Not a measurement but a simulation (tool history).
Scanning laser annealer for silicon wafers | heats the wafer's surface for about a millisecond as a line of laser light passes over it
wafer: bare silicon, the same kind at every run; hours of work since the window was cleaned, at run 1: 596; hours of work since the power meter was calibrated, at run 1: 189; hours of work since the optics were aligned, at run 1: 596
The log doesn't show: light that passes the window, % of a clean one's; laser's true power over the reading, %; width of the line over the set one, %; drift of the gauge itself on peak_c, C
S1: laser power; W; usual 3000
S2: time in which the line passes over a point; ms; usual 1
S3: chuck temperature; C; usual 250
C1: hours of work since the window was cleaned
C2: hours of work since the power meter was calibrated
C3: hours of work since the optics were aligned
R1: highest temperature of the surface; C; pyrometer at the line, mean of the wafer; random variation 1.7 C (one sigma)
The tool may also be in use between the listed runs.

run,day,S1,S2,S3,C1,C2,C3,R1
1,0,3000,1,250,596,189,596,1011
2,2.433,3000,1,250,625,218,625,1009
3,4.204,3000,1,250,646,239,646,1010
4,5.538,3000,1,238,662,255,662,999
5,7.279,3000,1,238,683,276,683,995
6,9.258,3000,1,239,707,300,707,997
7,11.788,3000,1,250,737,330,737,1005
# day 13.242: window over the wafer cleaned
8,14.392,3000,1,237,14,360,767,989
9,16.2,3000,1,237,35,382,789,989
10,18.262,3000,1,237,60,406,813,986
11,20.133,3000,1,223,82,429,836,969
12,21.396,3000,1,223,97,444,851,973
# day 21.867: window over the wafer cleaned, once more
13,23.171,3000,1.01,250,16,464,871,1032
14,25.354,3000,1.13,250,42,490,897,1078
15,26.908,3000,1.13,250,60,509,916,1078
16,28.112,3000,1.13,250,75,523,930,1078
17,30.042,3000,1.13,250,98,546,953,1078
18,31.225,3000,1.21,250,112,560,967,1102
19,33.462,3000,1.21,250,139,587,994,1102
20,35.821,3000,1.21,250,167,615,1022,1101
21,37.175,3000,1.21,250,183,632,1039,1100
22,38.7,3000,0.98,288,201,650,1057,1054
23,40.325,2566,0.98,288,221,669,1076,946
24,41.667,2566,0.98,288,237,685,1092,949
25,43.392,2566,0.98,288,257,706,1113,947
26,45.067,3000,1,238,277,726,1133,1008
27,47.267,3000,0.86,250,304,752,1159,960
28,48.592,2989,1,274,319,768,1175,1038
29,49.75,3000,0.73,218,333,782,1189,872
30,50.908,2803,0.74,216,347,796,1203,833
31,52.1,3240,0.74,216,361,810,1217,929
32,53.921,3240,0.74,216,383,832,1239,923
33,54.979,3000,1,223,396,844,1251,987
34,56.788,2738,1,228,417,866,1273,929
35,58.896,2738,1,228,443,891,1298,926
36,61.292,2700,0.84,288,471,920,1327,922
37,63.142,2700,0.84,288,493,942,1349,922
38,65.3,2700,1.11,225,519,968,1375,950
39,66.388,2700,1.09,266,532,981,1388,985
40,68.621,2662,1.18,261,559,1008,1415,996
41,70.317,2662,1.18,261,579,1028,1435,996

The same runs without the tool's hidden state, with the same run-to-run variation:
run,R1
1,1039
2,1038
3,1040
4,1030
5,1026
6,1029
7,1039
8,1028
9,1029
10,1027
11,1011
12,1015
13,1042
14,1089
15,1090
16,1091
17,1092
18,1117
19,1118
20,1118
21,1118
22,1071
23,961
24,964
25,963
26,1028
27,980
28,1060
29,891
30,851
31,951
32,946
33,1012
34,952
35,950
36,946
37,945
38,978
39,1014
40,1026
41,1027
